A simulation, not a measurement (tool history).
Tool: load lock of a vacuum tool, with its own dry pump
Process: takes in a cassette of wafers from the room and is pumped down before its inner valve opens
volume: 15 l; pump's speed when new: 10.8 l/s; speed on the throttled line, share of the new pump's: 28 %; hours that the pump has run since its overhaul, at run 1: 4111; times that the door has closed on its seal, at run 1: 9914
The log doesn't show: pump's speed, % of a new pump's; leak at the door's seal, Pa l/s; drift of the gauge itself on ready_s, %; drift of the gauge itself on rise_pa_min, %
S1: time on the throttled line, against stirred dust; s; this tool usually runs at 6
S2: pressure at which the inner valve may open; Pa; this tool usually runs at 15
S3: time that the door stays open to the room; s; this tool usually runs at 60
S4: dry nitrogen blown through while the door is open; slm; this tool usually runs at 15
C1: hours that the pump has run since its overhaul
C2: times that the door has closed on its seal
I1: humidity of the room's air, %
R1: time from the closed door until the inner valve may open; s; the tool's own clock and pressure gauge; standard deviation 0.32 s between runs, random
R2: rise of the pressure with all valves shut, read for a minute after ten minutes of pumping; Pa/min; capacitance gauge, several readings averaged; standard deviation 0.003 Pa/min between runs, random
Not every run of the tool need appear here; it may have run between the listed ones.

Run 1, hour 0.0: usual settings; C1 4111; C2 9914; I1 45.6. Result: R1 18.0 s, R2 0.102 Pa/min.
Run 2, hour 173.0: usual settings; C1 4284; C2 10398; I1 44.5. Result: R1 17.7 s, R2 0.100 Pa/min.
Run 3, hour 416.5: usual settings; C1 4527; C2 11080; I1 47.6. Result: R1 18.5 s, R2 0.111 Pa/min.
Run 4, hour 603.2: usual settings; C1 4714; C2 11602; I1 42.1. Result: R1 18.4 s, R2 0.109 Pa/min.
Run 5, hour 819.5: usual settings; C1 4930; C2 12207; I1 46.3. Result: R1 18.7 s, R2 0.123 Pa/min.
Run 6, hour 1072.9: usual settings; C1 5184; C2 12916; I1 47.2. Result: R1 18.3 s, R2 0.131 Pa/min.
Run 7, hour 1268.9: usual settings; C1 5380; C2 13465; I1 42.4. Result: R1 18.6 s, R2 0.121 Pa/min.
Run 8, hour 1513.8: usual settings but S4 29 slm; C1 5625; C2 14150; I1 46.9. Result: R1 18.7 s, R2 0.126 Pa/min.
Run 9, hour 1809.3: usual settings but S1 5 s; C1 5920; C2 14976; I1 49.7. Result: R1 18.2 s, R2 0.149 Pa/min.
Run 10, hour 2206.4: usual settings but S1 5 s; C1 6317; C2 16087; I1 46.3. Result: R1 18.6 s, R2 0.159 Pa/min.
Run 11, hour 2555.6: usual settings but S1 5 s; C1 6667; C2 17064; I1 45.8. Result: R1 18.1 s, R2 0.169 Pa/min.
Run 12, hour 2798.7: usual settings but S3 28 s; C1 6910; C2 17744; I1 45.4. Result: R1 19.4 s, R2 0.158 Pa/min.
Run 13, hour 3197.6: usual settings but S3 28 s; C1 7309; C2 18860; I1 48.4. Result: R1 19.7 s, R2 0.170 Pa/min.
Run 14, hour 3494.1: usual settings but S2 12 Pa; C1 7605; C2 19690; I1 44.2. Result: R1 20.3 s, R2 0.192 Pa/min.
Run 15, hour 3837.6: usual settings but S2 12 Pa, S3 217 s; C1 7949; C2 20651; I1 45.5. Result: R1 20.7 s, R2 0.279 Pa/min.
Run 16, hour 4143.2: usual settings but S2 12 Pa, S3 217 s; C1 8254; C2 21506; I1 46.9. Result: R1 20.6 s, R2 0.283 Pa/min.
Run 17, hour 4345.7: usual settings but S2 12 Pa, S3 217 s; C1 8457; C2 22072; I1 44.2. Result: R1 20.3 s, R2 0.295 Pa/min.
Run 18, hour 4746.1: usual settings but S2 12 Pa, S3 217 s; C1 8857; C2 23193; I1 47.1. Result: R1 20.4 s, R2 0.312 Pa/min.
Run 19, hour 5066.4: usual settings but S2 12 Pa, S3 217 s; C1 9177; C2 24089; I1 47.4. Result: R1 21.5 s, R2 0.321 Pa/min.
At hour 5170.3: dry pump taken out, an overhauled one fitted.
Run 20, hour 5452.7: usual settings but S4 22 slm; C1 282; C2 25153; I1 44.7. Result: R1 16.5 s, R2 0.263 Pa/min.
Run 21, hour 5829.5: usual settings but S4 22 slm; C1 659; C2 26207; I1 47.1. Result: R1 16.9 s, R2 0.278 Pa/min.
Run 22, hour 6177.4: usual settings but S1 10 s, S4 14 slm; C1 1007; C2 27180; I1 42.5. Result: R1 20.0 s, R2 0.299 Pa/min.
Run 23, hour 6576.9: usual settings but S2 16 Pa, S3 59 s, S4 8 slm; C1 1407; C2 28298; I1 44.3. Result: R1 16.7 s, R2 0.317 Pa/min.
Run 24, hour 6777.0: usual settings but S2 20 Pa, S3 108 s; C1 1607; C2 28858; I1 43.3. Result: R1 16.1 s, R2 0.348 Pa/min.
Run 25, hour 7091.4: usual settings but S2 20 Pa, S3 108 s; C1 1921; C2 29737; I1 44.8. Result: R1 16.6 s, R2 0.359 Pa/min.
Run 26, hour 7318.0: usual settings but S2 27 Pa; C1 2148; C2 30371; I1 44.8. Result: R1 16.6 s, R2 0.330 Pa/min.
Run 27, hour 7722.4: usual settings but S2 12 Pa, S3 73 s, S4 14 slm; C1 2552; C2 31503; I1 44.8. Result: R1 17.4 s, R2 0.374 Pa/min.
Run 28, hour 8107.1: usual settings but S2 12 Pa, S3 73 s, S4 19 slm; C1 2937; C2 32579; I1 44.1. Result: R1 17.3 s, R2 0.391 Pa/min.
Run 29, hour 8271.7: usual settings but S2 12 Pa, S3 73 s, S4 19 slm; C1 3101; C2 33040; I1 42.5. Result: R1 17.6 s, R2 0.390 Pa/min.
Run 30, hour 8623.9: usual settings; C1 3454; C2 34025; I1 46.3. Result: R1 17.6 s, R2 0.406 Pa/min.
Run 31, hour 9003.0: usual settings but S1 3 s, S2 14 Pa, S3 48 s, S4 4 slm; C1 3833; C2 35085; I1 46.3. Result: R1 15.9 s, R2 0.444 Pa/min.
Run 32, hour 9270.8: usual settings but S3 34 s; C1 4100; C2 35835; I1 43.9. Result: R1 17.5 s, R2 0.423 Pa/min.
Run 33, hour 9489.9: usual settings but S3 220 s; C1 4320; C2 36448; I1 43.9. Result: R1 18.2 s, R2 0.520 Pa/min.
At hour 9629.1: door's seal changed, seat wiped.
Run 34, hour 9747.7: usual settings but S1 5 s, S4 43 slm; C1 4576; C2 332; I1 46.4. Result: R1 17.7 s, R2 0.032 Pa/min.
Run 35, hour 10059.9: usual settings but S1 5 s, S4 43 slm; C1 4888; C2 1205; I1 46.0. Result: R1 17.5 s, R2 0.032 Pa/min.
Run 36, hour 10328.4: usual settings but S2 10 Pa, S4 25 slm; C1 5157; C2 1956; I1 44.3. Result: R1 19.6 s, R2 0.047 Pa/min.
Run 37, hour 10710.8: usual settings but S3 63 s, S4 17 slm; C1 5539; C2 3026; I1 47.7. Result: R1 19.1 s, R2 0.064 Pa/min.

Consider 4 possible next runs. They are alternatives, not a sequence: every one starts from the tool as it was left by run 37. What does each give?
Run A, hour 11087.5: usual settings but S1 5 s, S3 99 s, S4 4 slm; C1 5916; C2 4080; I1 47.4. Result: R1 ?, R2 ?.
Run B, hour 11087.5: usual settings but S2 25 Pa, S3 58 s, S4 13 slm; C1 5916; C2 4080; I1 45.2. Result: R1 ?, R2 ?.
Run C, hour 11087.5: usual settings but S1 3 s, S2 28 Pa, S3 52 s, S4 17 slm; C1 5916; C2 4080; I1 42.2. Result: R1 ?, R2 ?.
Run D, hour 11087.5: usual settings but S3 131 s, S4 17 slm; C1 5916; C2 4080; I1 45.6. Result: R1 ?, R2 ?.

run    R1     R2
  A  18.4  0.109
  B  18.2  0.071
  C  15.9  0.059
  D  18.7  0.094
Had the tool no hidden state, the same runs would have come out as:
run    R1     R2
  A  16.3  0.093
  B  16.2  0.055
  C  13.9  0.043
  D  16.7  0.078
